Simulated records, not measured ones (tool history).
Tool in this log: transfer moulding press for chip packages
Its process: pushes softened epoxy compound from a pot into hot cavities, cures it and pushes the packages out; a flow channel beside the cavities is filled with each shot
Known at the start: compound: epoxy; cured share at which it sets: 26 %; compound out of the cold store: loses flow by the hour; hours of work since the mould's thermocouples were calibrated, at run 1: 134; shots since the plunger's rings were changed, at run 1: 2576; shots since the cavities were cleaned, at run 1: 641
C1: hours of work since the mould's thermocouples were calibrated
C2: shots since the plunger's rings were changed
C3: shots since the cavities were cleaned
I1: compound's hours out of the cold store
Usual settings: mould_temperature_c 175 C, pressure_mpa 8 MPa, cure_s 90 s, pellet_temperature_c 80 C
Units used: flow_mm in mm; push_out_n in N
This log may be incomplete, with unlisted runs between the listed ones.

{"run": 1, "hour": 0.0, "mould_temperature_c": 175, "pressure_mpa": 8, "cure_s": 90, "pellet_temperature_c": 80, "C1": 134, "C2": 2576, "C3": 641, "I1": 25.6, "flow_mm": 765, "push_out_n": 569}
{"hour": 12.8, "done": "cavities cleaned with cleaning compound and waxed"}
{"run": 2, "hour": 41.1, "mould_temperature_c": 175, "pressure_mpa": 8, "cure_s": 90, "pellet_temperature_c": 80, "C1": 157, "C2": 3048, "C3": 338, "I1": 47.7, "flow_mm": 696, "push_out_n": 504}
{"run": 3, "hour": 68.5, "mould_temperature_c": 175, "pressure_mpa": 8, "cure_s": 86, "pellet_temperature_c": 80, "C1": 173, "C2": 3376, "C3": 666, "I1": 42.8, "flow_mm": 701, "push_out_n": 624}
{"hour": 79.3, "done": "cavities cleaned with cleaning compound and waxed"}
{"run": 4, "hour": 95.6, "mould_temperature_c": 175, "pressure_mpa": 8, "cure_s": 86, "pellet_temperature_c": 80, "C1": 187, "C2": 3682, "C3": 195, "I1": 22.7, "flow_mm": 756, "push_out_n": 490}
{"run": 5, "hour": 123.0, "mould_temperature_c": 175, "pressure_mpa": 8, "cure_s": 86, "pellet_temperature_c": 80, "C1": 203, "C2": 4009, "C3": 522, "I1": 9.2, "flow_mm": 773, "push_out_n": 624}
{"hour": 146.6, "done": "cavities cleaned with cleaning compound and waxed"}
{"run": 6, "hour": 171.4, "mould_temperature_c": 175, "pressure_mpa": 8, "cure_s": 86, "pellet_temperature_c": 80, "C1": 230, "C2": 4570, "C3": 296, "I1": 13.4, "flow_mm": 766, "push_out_n": 530}
{"hour": 213.2, "done": "cavities cleaned with cleaning compound and waxed"}
{"run": 7, "hour": 220.5, "mould_temperature_c": 175, "pressure_mpa": 8, "cure_s": 86, "pellet_temperature_c": 80, "C1": 258, "C2": 5139, "C3": 87, "I1": 38.1, "flow_mm": 689, "push_out_n": 410}
{"run": 8, "hour": 245.9, "mould_temperature_c": 175, "pressure_mpa": 8, "cure_s": 86, "pellet_temperature_c": 80, "C1": 272, "C2": 5442, "C3": 390, "I1": 33.7, "flow_mm": 704, "push_out_n": 566}
{"hour": 270.6, "done": "plunger's sealing rings changed"}
{"hour": 282.3, "done": "cavities cleaned with cleaning compound and waxed"}
{"run": 9, "hour": 296.4, "mould_temperature_c": 175, "pressure_mpa": 8, "cure_s": 86, "pellet_temperature_c": 80, "C1": 299, "C2": 291, "C3": 169, "I1": 15.4, "flow_mm": 817, "push_out_n": 456}
{"run": 10, "hour": 317.7, "mould_temperature_c": 175, "pressure_mpa": 8, "cure_s": 90, "pellet_temperature_c": 85, "C1": 312, "C2": 545, "C3": 423, "I1": 44.4, "flow_mm": 745, "push_out_n": 507}
{"hour": 349.5, "done": "cavities cleaned with cleaning compound and waxed"}
{"run": 11, "hour": 363.9, "mould_temperature_c": 175, "pressure_mpa": 8, "cure_s": 90, "pellet_temperature_c": 85, "C1": 337, "C2": 1079, "C3": 172, "I1": 20.6, "flow_mm": 780, "push_out_n": 438}
{"run": 12, "hour": 401.8, "mould_temperature_c": 175, "pressure_mpa": 8, "cure_s": 90, "pellet_temperature_c": 85, "C1": 359, "C2": 1531, "C3": 624, "I1": 39.5, "flow_mm": 749, "push_out_n": 549}
{"hour": 418.5, "done": "cavities cleaned with cleaning compound and waxed"}
{"run": 13, "hour": 437.9, "mould_temperature_c": 175, "pressure_mpa": 8, "cure_s": 90, "pellet_temperature_c": 80, "C1": 379, "C2": 1946, "C3": 232, "I1": 40.9, "flow_mm": 740, "push_out_n": 435}
{"run": 14, "hour": 460.5, "mould_temperature_c": 175, "pressure_mpa": 8, "cure_s": 90, "pellet_temperature_c": 80, "C1": 392, "C2": 2215, "C3": 501, "I1": 10.1, "flow_mm": 812, "push_out_n": 577}
{"hour": 485.8, "done": "cavities cleaned with cleaning compound and waxed"}
{"run": 15, "hour": 494.8, "mould_temperature_c": 176, "pressure_mpa": 6.56, "cure_s": 90, "pellet_temperature_c": 80, "C1": 411, "C2": 2607, "C3": 107, "I1": 24.5, "flow_mm": 681, "push_out_n": 371}
{"run": 16, "hour": 530.6, "mould_temperature_c": 169, "pressure_mpa": 8, "cure_s": 90, "pellet_temperature_c": 79, "C1": 432, "C2": 3035, "C3": 535, "I1": 44.2, "flow_mm": 704, "push_out_n": 793}
{"hour": 552.9, "done": "cavities cleaned with cleaning compound and waxed"}
{"run": 17, "hour": 562.2, "mould_temperature_c": 171, "pressure_mpa": 8, "cure_s": 86, "pellet_temperature_c": 79, "C1": 449, "C2": 3395, "C3": 111, "I1": 27.4, "flow_mm": 743, "push_out_n": 527}
{"run": 18, "hour": 605.1, "mould_temperature_c": 175, "pressure_mpa": 7.98, "cure_s": 81, "pellet_temperature_c": 80, "C1": 474, "C2": 3907, "C3": 623, "I1": 32.7, "flow_mm": 730, "push_out_n": 697}
{"hour": 621.6, "done": "cavities cleaned with cleaning compound and waxed"}
{"run": 19, "hour": 626.1, "mould_temperature_c": 168, "pressure_mpa": 9.11, "cure_s": 90, "pellet_temperature_c": 78, "C1": 485, "C2": 4140, "C3": 53, "I1": 44.3, "flow_mm": 750, "push_out_n": 546}
{"run": 20, "hour": 669.0, "mould_temperature_c": 175, "pressure_mpa": 9.11, "cure_s": 90, "pellet_temperature_c": 78, "C1": 510, "C2": 4653, "C3": 566, "I1": 13.9, "flow_mm": 804, "push_out_n": 587}
{"hour": 688.1, "done": "cavities cleaned with cleaning compound and waxed"}
{"run": 21, "hour": 715.5, "mould_temperature_c": 175, "pressure_mpa": 6.68, "cure_s": 90, "pellet_temperature_c": 80, "C1": 536, "C2": 5191, "C3": 328, "I1": 24.9, "flow_mm": 664, "push_out_n": 491}
{"hour": 746.7, "done": "mould's thermocouples calibrated"}
{"hour": 757.9, "done": "cavities cleaned with cleaning compound and waxed"}
{"hour": 763.5, "done": "plunger's sealing rings changed"}
{"run": 22, "hour": 768.3, "mould_temperature_c": 174, "pressure_mpa": 6.68, "cure_s": 95, "pellet_temperature_c": 74, "C1": 10, "C2": 57, "C3": 94, "I1": 28.1, "flow_mm": 727, "push_out_n": 393}
{"run": 23, "hour": 803.8, "mould_temperature_c": 177, "pressure_mpa": 9.54, "cure_s": 91, "pellet_temperature_c": 70, "C1": 31, "C2": 481, "C3": 518, "I1": 18.3, "flow_mm": 873, "push_out_n": 516}
{"hour": 828.6, "done": "cavities cleaned with cleaning compound and waxed"}
{"run": 24, "hour": 847.2, "mould_temperature_c": 177, "pressure_mpa": 8, "cure_s": 122, "pellet_temperature_c": 83, "C1": 55, "C2": 982, "C3": 223, "I1": 16.5, "flow_mm": 805, "push_out_n": 350}
{"run": 25, "hour": 866.6, "mould_temperature_c": 177, "pressure_mpa": 8, "cure_s": 122, "pellet_temperature_c": 83, "C1": 66, "C2": 1214, "C3": 455, "I1": 41.6, "flow_mm": 736, "push_out_n": 412}
{"run": 26, "hour": 888.3, "mould_temperature_c": 177, "pressure_mpa": 8, "cure_s": 122, "pellet_temperature_c": 83, "C1": 79, "C2": 1473, "C3": 714, "I1": 45.8, "flow_mm": 715, "push_out_n": 451}
{"hour": 897.2, "done": "cavities cleaned with cleaning compound and waxed"}
{"run": 27, "hour": 929.8, "mould_temperature_c": 177, "pressure_mpa": 8, "cure_s": 122, "pellet_temperature_c": 83, "C1": 102, "C2": 1951, "C3": 389, "I1": 32, "flow_mm": 745, "push_out_n": 394}

5 options for the next run, each taken on its own from the tool as it stands now. Forecast them:
{"run": "A", "hour": 952.6, "mould_temperature_c": 182, "pressure_mpa": 6.5, "cure_s": 119, "pellet_temperature_c": 83, "C1": 115, "C2": 2224, "C3": 662, "I1": 20.2, "flow_mm": "?", "push_out_n": "?"}
{"run": "B", "hour": 952.6, "mould_temperature_c": 177, "pressure_mpa": 8, "cure_s": 122, "pellet_temperature_c": 89, "C1": 115, "C2": 2224, "C3": 662, "I1": 28.2, "flow_mm": "?", "push_out_n": "?"}
{"run": "C", "hour": 952.6, "mould_temperature_c": 173, "pressure_mpa": 6.58, "cure_s": 72, "pellet_temperature_c": 83, "C1": 115, "C2": 2224, "C3": 662, "I1": 31.2, "flow_mm": "?", "push_out_n": "?"}
{"run": "D", "hour": 952.6, "mould_temperature_c": 177, "pressure_mpa": 8, "cure_s": 129, "pellet_temperature_c": 83, "C1": 115, "C2": 2224, "C3": 662, "I1": 13, "flow_mm": "?", "push_out_n": "?"}
{"run": "E", "hour": 952.6, "mould_temperature_c": 179, "pressure_mpa": 8, "cure_s": 90, "pellet_temperature_c": 75, "C1": 115, "C2": 2224, "C3": 662, "I1": 25.4, "flow_mm": "?", "push_out_n": "?"}

run=A flow_mm=685 push_out_n=447
run=B flow_mm=761 push_out_n=462
run=C flow_mm=686 push_out_n=1119
run=D flow_mm=794 push_out_n=460
run=E flow_mm=754 push_out_n=519
Without the tool's hidden state the same runs would have given:
run=A flow_mm=713 push_out_n=246
run=B flow_mm=791 push_out_n=254
run=C flow_mm=713 push_out_n=633
run=D flow_mm=826 push_out_n=253
run=E flow_mm=784 push_out_n=291
